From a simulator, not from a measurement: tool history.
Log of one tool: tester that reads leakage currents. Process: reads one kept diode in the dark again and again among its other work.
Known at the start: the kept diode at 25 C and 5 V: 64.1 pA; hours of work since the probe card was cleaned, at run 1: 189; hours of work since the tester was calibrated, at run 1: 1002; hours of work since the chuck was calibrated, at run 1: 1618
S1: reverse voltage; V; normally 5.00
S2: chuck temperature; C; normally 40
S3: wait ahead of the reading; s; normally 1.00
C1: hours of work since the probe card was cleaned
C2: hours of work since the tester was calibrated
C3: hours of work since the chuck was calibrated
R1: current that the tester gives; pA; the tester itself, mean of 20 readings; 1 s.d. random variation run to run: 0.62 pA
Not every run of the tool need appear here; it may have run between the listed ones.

| run | hour | S1 | S2 | S3 | C1 | C2 | C3 | R1 |
|---|---|---|---|---|---|---|---|---|
| 1 | 0.0 | 5.00 | 40 | 1.00 | 189 | 1002 | 1618 | 184.73 |
| 2 | 45.6 | 5.00 | 40 | 1.00 | 225 | 1038 | 1654 | 184.30 |
| 3 | 90.6 | 5.00 | 40 | 1.00 | 260 | 1074 | 1690 | 183.02 |
| 4 | 122.8 | 2.73 | 40 | 1.00 | 286 | 1099 | 1715 | 148.23 |
| 5 | 157.2 | 2.73 | 40 | 1.00 | 313 | 1126 | 1742 | 147.72 |
| 6 | 185.8 | 11.24 | 40 | 1.00 | 335 | 1149 | 1765 | 245.97 |
| 7 | 221.8 | 11.24 | 40 | 1.00 | 364 | 1177 | 1793 | 244.25 |
| 8 | 267.2 | 11.24 | 40 | 1.00 | 400 | 1213 | 1829 | 247.13 |
| 9 | 291.2 | 11.24 | 40 | 1.00 | 419 | 1232 | 1848 | 245.98 |
| 10 | 319.9 | 11.24 | 40 | 1.00 | 441 | 1255 | 1871 | 245.51 |
| 11 | 367.6 | 11.24 | 40 | 1.00 | 479 | 1292 | 1908 | 245.70 |
| 12 | 389.9 | 5.00 | 40 | 1.00 | 496 | 1310 | 1926 | 182.62 |
|  | 421.5 | chuck's temperature calibrated |
| 13 | 433.1 | 5.00 | 40 | 1.00 | 529 | 1343 | 9 | 209.61 |
|  | 437.3 | tester calibrated |
| 14 | 471.3 | 5.00 | 40 | 1.00 | 558 | 27 | 38 | 207.78 |
| 15 | 518.2 | 5.00 | 40 | 1.00 | 595 | 64 | 75 | 208.08 |
|  | 558.8 | tester calibrated, once more |
| 16 | 560.8 | 5.00 | 40 | 1.00 | 627 | 2 | 107 | 209.37 |
| 17 | 603.7 | 5.00 | 59 | 1.00 | 660 | 35 | 141 | 762.29 |
| 18 | 652.1 | 5.00 | 59 | 1.00 | 699 | 74 | 179 | 761.80 |
| 19 | 698.0 | 5.00 | 40 | 1.00 | 735 | 110 | 215 | 207.49 |
| 20 | 744.0 | 5.00 | 40 | 1.00 | 771 | 146 | 251 | 207.88 |
| 21 | 782.6 | 5.00 | 40 | 1.00 | 802 | 177 | 282 | 207.34 |
| 22 | 824.2 | 5.00 | 40 | 1.00 | 835 | 210 | 315 | 206.46 |
| 23 | 871.9 | 5.00 | 40 | 1.00 | 872 | 247 | 352 | 205.37 |
| 24 | 912.1 | 5.00 | 40 | 1.00 | 904 | 279 | 384 | 204.73 |
| 25 | 948.5 | 5.00 | 38 | 6.82 | 933 | 308 | 413 | 176.06 |
| 26 | 983.8 | 7.77 | 48 | 6.42 | 960 | 335 | 441 | 419.49 |
| 27 | 1006.3 | 7.77 | 48 | 6.42 | 978 | 353 | 458 | 416.85 |
| 28 | 1051.5 | 7.77 | 48 | 6.42 | 1014 | 389 | 494 | 420.89 |
| 29 | 1097.4 | 5.00 | 22 | 1.16 | 1050 | 425 | 530 | 55.05 |
| 30 | 1120.1 | 5.69 | 32 | 0.33 | 1068 | 443 | 548 | 123.53 |
| 31 | 1152.3 | 4.13 | 40 | 4.83 | 1094 | 469 | 574 | 188.86 |
|  | 1180.9 | probe card cleaned and baked |
| 32 | 1188.7 | 3.06 | 30 | 2.98 | 6 | 495 | 600 | 77.24 |
| 33 | 1231.1 | 14.00 | 42 | 6.77 | 40 | 528 | 634 | 325.47 |
| 34 | 1254.2 | 4.97 | 40 | 6.47 | 58 | 547 | 652 | 195.62 |
| 35 | 1278.3 | 5.00 | 44 | 1.00 | 77 | 566 | 671 | 263.52 |
| 36 | 1303.5 | 5.00 | 44 | 1.00 | 97 | 586 | 691 | 262.77 |
| 37 | 1333.9 | 5.25 | 60 | 1.00 | 121 | 610 | 715 | 795.25 |
| 38 | 1373.7 | 5.25 | 60 | 1.00 | 152 | 641 | 746 | 790.99 |
| 39 | 1397.1 | 2.00 | 44 | 9.21 | 171 | 659 | 765 | 189.06 |
| 40 | 1438.5 | 2.00 | 44 | 0.64 | 203 | 692 | 797 | 188.69 |

Predict each of these 4 candidate next runs independently; none follows another, all start after run 40:
| A | 1483.2 | 5.00 | 50 | 0.78 | 239 | 727 | 833 | ? |
| B | 1483.2 | 2.00 | 44 | 0.90 | 239 | 727 | 833 | ? |
| C | 1483.2 | 1.25 | 47 | 2.71 | 239 | 727 | 833 | ? |
| D | 1483.2 | 2.13 | 34 | 3.02 | 239 | 727 | 833 | ? |

| run | R1 |
|---|---|
| A | 396.65 |
| B | 187.88 |
| C | 196.90 |
| D | 91.56 |
What these runs would have given with no unlogged condition in the tool:
| run | R1 |
|---|---|
| A | 419.42 |
| B | 199.23 |
| C | 208.84 |
| D | 97.14 |
